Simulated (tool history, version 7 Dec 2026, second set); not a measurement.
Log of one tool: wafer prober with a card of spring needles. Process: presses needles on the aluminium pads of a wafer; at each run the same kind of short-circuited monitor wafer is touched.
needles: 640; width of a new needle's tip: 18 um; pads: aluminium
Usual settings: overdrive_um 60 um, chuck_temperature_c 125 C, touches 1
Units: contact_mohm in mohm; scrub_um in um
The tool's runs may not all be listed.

Run 1, hour 0: usual settings. Result: contact_mohm 209 mohm, scrub_um 12.19 um.
At hour 4.1: tips cleaned on abrasive film.
At hour 10.9: tips cleaned on abrasive film.
At hour 18: tips cleaned on abrasive film.
Run 2, hour 20.7: usual settings but overdrive_um 44 um. Result: contact_mohm 304 mohm, scrub_um 8.5 um.
At hour 24.3: tips cleaned on abrasive film.
At hour 30.7: tips cleaned on abrasive film.
At hour 37.4: tips cleaned on abrasive film.
Run 3, hour 37.9: usual settings but touches 2. Result: contact_mohm 141 mohm, scrub_um 12.07 um.
At hour 43.6: tips cleaned on abrasive film.
Run 4, hour 48.5: usual settings but touches 2. Result: contact_mohm 195 mohm, scrub_um 11.91 um.
At hour 50: tips cleaned on abrasive film.
At hour 52.7: height of the first contact set anew.
At hour 56.7: tips cleaned on abrasive film.
At hour 62.8: tips cleaned on abrasive film.
Run 5, hour 67.1: usual settings but touches 2. Result: contact_mohm 180 mohm, scrub_um 13.22 um.
At hour 70.1: tips cleaned on abrasive film.
At hour 76.7: tips cleaned on abrasive film.
Run 6, hour 81.5: usual settings. Result: contact_mohm 224 mohm, scrub_um 13.32 um.
At hour 83.8: tips cleaned on abrasive film.
At hour 90.7: tips cleaned on abrasive film.
Run 7, hour 95.7: usual settings. Result: contact_mohm 234 mohm, scrub_um 13.17 um.
At hour 96.7: tips cleaned on abrasive film.
At hour 103.5: tips cleaned on abrasive film.
At hour 109.6: tips cleaned on abrasive film.
Run 8, hour 110: usual settings but chuck_temperature_c 25 C. Result: contact_mohm 137 mohm, scrub_um 13.06 um.
At hour 116: tips cleaned on abrasive film.
At hour 121.9: tips cleaned on abrasive film.
At hour 128.7: tips cleaned on abrasive film.
Run 9, hour 131.1: usual settings but chuck_temperature_c 25 C. Result: contact_mohm 191 mohm, scrub_um 13.05 um.
At hour 135.2: tips cleaned on abrasive film.
At hour 141.7: tips cleaned on abrasive film.
Run 10, hour 142.8: usual settings but overdrive_um 64 um, chuck_temperature_c 40 C. Result: contact_mohm 149 mohm, scrub_um 13.95 um.
At hour 148.7: tips cleaned on abrasive film.
At hour 155.6: tips cleaned on abrasive film.
Run 11, hour 156.8: usual settings but overdrive_um 64 um, chuck_temperature_c 40 C. Result: contact_mohm 161 mohm, scrub_um 13.97 um.
At hour 162.4: tips cleaned on abrasive film.
At hour 168.5: tips cleaned on abrasive film.
At hour 174.7: tips cleaned on abrasive film.
Run 12, hour 174.7: usual settings. Result: contact_mohm 137 mohm, scrub_um 12.85 um.
At hour 181.6: tips cleaned on abrasive film.
Run 13, hour 187.1: usual settings but overdrive_um 79 um, chuck_temperature_c 29 C. Result: contact_mohm 198 mohm, scrub_um 17.05 um.
At hour 188.4: tips cleaned on abrasive film.
At hour 194.7: tips cleaned on abrasive film.
Run 14, hour 198.1: usual settings but overdrive_um 79 um, chuck_temperature_c 59 C. Result: contact_mohm 176 mohm, scrub_um 17.06 um.
At hour 200.7: tips cleaned on abrasive film.
At hour 206.8: tips cleaned on abrasive film.
Run 15, hour 211.8: usual settings but overdrive_um 74 um, chuck_temperature_c 75 C, touches 2. Result: contact_mohm 166 mohm, scrub_um 16.07 um.
At hour 213.4: tips cleaned on abrasive film.
At hour 220.1: tips cleaned on abrasive film.
At hour 226.6: tips cleaned on abrasive film.
Run 16, hour 232.1: usual settings but overdrive_um 47 um, chuck_temperature_c 89 C, touches 2. Result: contact_mohm 275 mohm, scrub_um 9.73 um.

The next listed run, before its measurement:
At hour 233.6: tips cleaned on abrasive film.
At hour 240.3: tips cleaned on abrasive film.
Run 17, hour 243.2: usual settings but overdrive_um 47 um, chuck_temperature_c 89 C, touches 2. Result: contact_mohm ?, scrub_um ?.

contact_mohm: 221 mohm
scrub_um: 9.86 um
Without the tool's hidden state the same run would have given contact_mohm 121 mohm, scrub_um 10.56 um.
